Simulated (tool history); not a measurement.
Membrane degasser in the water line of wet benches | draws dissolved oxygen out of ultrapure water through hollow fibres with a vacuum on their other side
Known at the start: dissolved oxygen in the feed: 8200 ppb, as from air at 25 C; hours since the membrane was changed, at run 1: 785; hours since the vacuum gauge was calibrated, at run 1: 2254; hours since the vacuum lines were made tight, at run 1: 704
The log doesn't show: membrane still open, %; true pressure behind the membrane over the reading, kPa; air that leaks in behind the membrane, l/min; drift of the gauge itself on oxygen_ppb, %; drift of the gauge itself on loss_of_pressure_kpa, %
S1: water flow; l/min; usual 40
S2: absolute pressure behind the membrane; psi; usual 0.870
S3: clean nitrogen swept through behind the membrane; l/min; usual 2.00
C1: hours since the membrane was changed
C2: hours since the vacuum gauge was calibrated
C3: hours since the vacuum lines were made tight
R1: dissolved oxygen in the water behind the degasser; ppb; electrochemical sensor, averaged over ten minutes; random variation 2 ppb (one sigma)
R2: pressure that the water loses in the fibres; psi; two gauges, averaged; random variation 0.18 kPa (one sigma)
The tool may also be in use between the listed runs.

run	day	S1	S2	S3	C1	C2	C3	R1	R2
1	0.000	40	0.870	2.00	785	2254	704	212.9	4.869
2	1.033	40	0.870	2.00	810	2278	729	210.5	4.863
3	2.525	29	0.870	2.00	846	2314	765	144.8	3.497
4	4.096	40	0.555	2.00	883	2352	802	117.4	4.830
5	4.867	40	0.689	2.00	902	2370	821	159.1	4.785
6	6.262	40	0.689	2.00	935	2404	854	156.3	4.817
7	7.767	27	0.870	2.00	972	2440	890	132.5	3.263
8	8.583	40	1.514	2.00	991	2460	910	401.2	4.811
9	10.500	40	0.870	1.82	1037	2506	956	226.0	4.809
10	11.275	40	0.870	1.82	1056	2524	975	222.2	4.818
11	12.717	40	0.870	1.82	1090	2559	1009	222.4	4.814
12	14.496	40	0.870	1.82	1133	2601	1052	223.1	4.783
13	15.875	47	0.908	1.97	1166	2635	1085	270.8	5.639
14	17.583	47	1.220	3.60	1207	2676	1126	266.9	5.704
15	18.621	28	0.870	4.93	1232	2700	1151	82.4	3.388

The next listed run, before its measurement:
16	20.238	40	0.870	4.71	1271	2739	1190	?	?

{"run 16": {"R1": 141.2, "R2": 4.828}}
Without the tool's hidden state the same run would have given R1 132.8 ppb, R2 4.783 psi.

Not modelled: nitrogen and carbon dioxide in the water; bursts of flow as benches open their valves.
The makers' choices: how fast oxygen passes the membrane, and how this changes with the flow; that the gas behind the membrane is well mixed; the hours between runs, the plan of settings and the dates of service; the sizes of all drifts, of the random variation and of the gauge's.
